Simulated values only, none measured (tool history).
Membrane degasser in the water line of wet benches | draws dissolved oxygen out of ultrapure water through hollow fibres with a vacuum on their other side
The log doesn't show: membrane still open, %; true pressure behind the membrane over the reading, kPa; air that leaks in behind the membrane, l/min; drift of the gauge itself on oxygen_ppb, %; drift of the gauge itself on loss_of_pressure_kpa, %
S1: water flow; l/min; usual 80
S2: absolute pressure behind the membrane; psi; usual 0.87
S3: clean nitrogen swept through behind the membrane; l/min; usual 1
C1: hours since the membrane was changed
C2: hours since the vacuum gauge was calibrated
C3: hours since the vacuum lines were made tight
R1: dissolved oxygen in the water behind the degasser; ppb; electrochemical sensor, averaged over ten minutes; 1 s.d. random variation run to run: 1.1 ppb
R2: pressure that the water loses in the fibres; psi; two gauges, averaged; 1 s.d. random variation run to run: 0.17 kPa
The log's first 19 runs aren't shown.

run,hour,S1,S2,S3,C1,C2,C3,R1,R2
20,1522.8,69,0.592,1.62,4443,1983,4890,76.5,4.403
21,1624.4,103,0.592,0.74,4544,2084,4991,170.3,6.438
22,1731.7,103,0.532,1.55,4651,2191,5098,62.1,6.472
23,1838,103,0.532,1.55,4758,2298,5205,62.9,6.485
24,1908.4,80,0.87,0.55,4828,2368,5275,525,5.081
25,1980.6,114,0.87,0.55,4900,2440,5347,625.3,7.176
26,2085.6,114,0.87,0.55,5005,2545,5452,629.3,7.169
27,2153.7,48,0.686,0.55,5074,2613,5520,218.3,3.024
28,2211.2,85,0.686,0.55,5131,2671,5578,305.9,5.39
29,2294.4,85,0.686,0.55,5214,2754,5661,307.3,5.311
30,2374.6,78,0.892,0.55,5294,2834,5741,546.1,4.947
31,2423.6,104,0.799,0.99,5343,2883,5790,370.7,6.553
32,2474.9,80,0.87,2.33,5395,2935,5842,203.2,5.047

4 ways to go on from here, each from the tool as it stands after run 32. What would each give?
A,2567,108,1.439,0.67,5487,3027,5934,?,?
B,2567,123,0.87,0.71,5487,3027,5934,?,?
C,2567,53,1.933,2.33,5487,3027,5934,?,?
D,2567,59,0.87,2.33,5487,3027,5934,?,?

run,R1,R2
A,1282.3,6.814
B,587.6,7.713
C,495.2,3.327
D,157.7,3.685
Without the tool's unlogged condition, the same runs would have read:
run,R1,R2
A,1247.6,6.812
B,571.6,7.712
C,481.8,3.326
D,153.4,3.684
